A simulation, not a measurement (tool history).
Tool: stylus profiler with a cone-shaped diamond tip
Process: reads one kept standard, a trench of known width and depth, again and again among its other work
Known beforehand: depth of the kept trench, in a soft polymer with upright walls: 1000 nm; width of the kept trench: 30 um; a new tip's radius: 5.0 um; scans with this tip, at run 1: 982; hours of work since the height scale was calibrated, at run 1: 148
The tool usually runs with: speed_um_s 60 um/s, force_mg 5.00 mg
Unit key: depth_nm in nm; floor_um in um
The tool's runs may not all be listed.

run   hour  speed_um_s  force_mg  scans with this tip  hours of work since the height scale was calibrated  depth_nm  floor_um
  1    0.0          60      5.00                  982                                                  148   1014.68     23.59
  2   15.5          60      5.00                 1054                                                  159   1014.85     23.64
  3   38.9          60      5.00                 1164                                                  176   1014.86     23.63
  4   60.7          60      5.00                 1266                                                  192   1014.76     23.61
  5   72.7          60      5.00                 1322                                                  200   1014.96     23.59
  6   89.9          26      5.00                 1403                                                  212   1015.01     23.63
  7  103.2          26      5.00                 1465                                                  222   1015.38     23.62
  8  126.8         114      2.07                 1576                                                  238   1008.25     23.28
  9  139.1         240      7.34                 1633                                                  247   1019.54     23.22
 10  159.2         146      6.56                 1728                                                  261   1018.00     23.36
 11  169.4         148      3.54                 1775                                                  269   1012.04     23.25

Some steps in depth_nm between neighbouring runs. How much of each would the tool show without its hidden state too (settings, what came in, random variation), and how much is left for the hidden state, with any gauge scatter that isn't in both results?
Hidden state at play: radius of the tip, um; height scale over the true one, %; drift of the gauge itself on depth_nm, %; drift of the gauge itself on floor_um, %.
Run 2 -> 3: no setting touched and nothing written in the log between the runs. depth_nm +0.01 nm: hidden state +0.04, all else -0.03.
Run 8 -> 9: speed_um_s 114 -> 240, force_mg 2.07 -> 7.34. depth_nm +11.29 nm: hidden state +0.01, all else +11.28.
